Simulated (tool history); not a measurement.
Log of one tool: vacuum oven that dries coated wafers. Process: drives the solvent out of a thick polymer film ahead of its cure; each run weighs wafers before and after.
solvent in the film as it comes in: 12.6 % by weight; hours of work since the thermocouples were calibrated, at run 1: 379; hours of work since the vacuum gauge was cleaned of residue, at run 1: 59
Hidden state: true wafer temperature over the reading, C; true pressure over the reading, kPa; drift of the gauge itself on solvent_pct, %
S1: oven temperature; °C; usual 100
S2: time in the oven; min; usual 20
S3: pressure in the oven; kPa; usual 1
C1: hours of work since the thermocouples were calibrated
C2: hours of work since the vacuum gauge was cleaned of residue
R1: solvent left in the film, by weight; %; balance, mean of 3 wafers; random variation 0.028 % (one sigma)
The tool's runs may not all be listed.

Run 1, hour 0: usual settings; C1 379; C2 59. Result: R1 2.16 %.
Run 2, hour 6.1: usual settings but S3 0.86 kPa; C1 382; C2 61. Result: R1 2.14 %.
Run 3, hour 18.4: usual settings; C1 387; C2 67. Result: R1 2.16 %.
Run 4, hour 24.4: usual settings but S3 1.97 kPa; C1 389; C2 69. Result: R1 2.39 %.
Run 5, hour 33.4: usual settings; C1 393; C2 73. Result: R1 2.15 %.
Run 6, hour 40.5: usual settings but S1 89 °C, S2 17 min; C1 396; C2 76. Result: R1 4.36 %.
Run 7, hour 51.9: usual settings but S1 94 °C, S2 12 min, S3 1.96 kPa; C1 401; C2 81. Result: R1 5.08 %.
At hour 54.5: oven's thermocouples calibrated.
Run 8, hour 63.3: usual settings but S1 94 °C, S2 12 min, S3 1.96 kPa; C1 4; C2 85. Result: R1 5 %.
Run 9, hour 74.2: usual settings but S1 105 °C, S2 14 min, S3 2.7 kPa; C1 8; C2 89. Result: R1 3.06 %.
Run 10, hour 80.3: usual settings but S2 33 min, S3 1.15 kPa; C1 11; C2 92. Result: R1 0.99 %.

Forecast each of these 3 alternatives for the next run:
At hour 88.1: oven's thermocouples calibrated, once more.
Run A, hour 89.3: usual settings but S3 2.82 kPa; C1 1; C2 95. Result: R1 ?.
At hour 88.1: oven's thermocouples calibrated, once more.
Run B, hour 89.3: usual settings but S1 108 °C, S3 1.3 kPa; C1 1; C2 95. Result: R1 ?.
At hour 88.1: oven's thermocouples calibrated, once more.
Run C, hour 89.3: usual settings but S1 107 °C; C1 1; C2 95. Result: R1 ?.

run    R1
  A  2.64
  B  1.34
  C  1.34
Without the tool's hidden state the same runs would have given:
run    R1
  A   2.7
  B  1.38
  C  1.38

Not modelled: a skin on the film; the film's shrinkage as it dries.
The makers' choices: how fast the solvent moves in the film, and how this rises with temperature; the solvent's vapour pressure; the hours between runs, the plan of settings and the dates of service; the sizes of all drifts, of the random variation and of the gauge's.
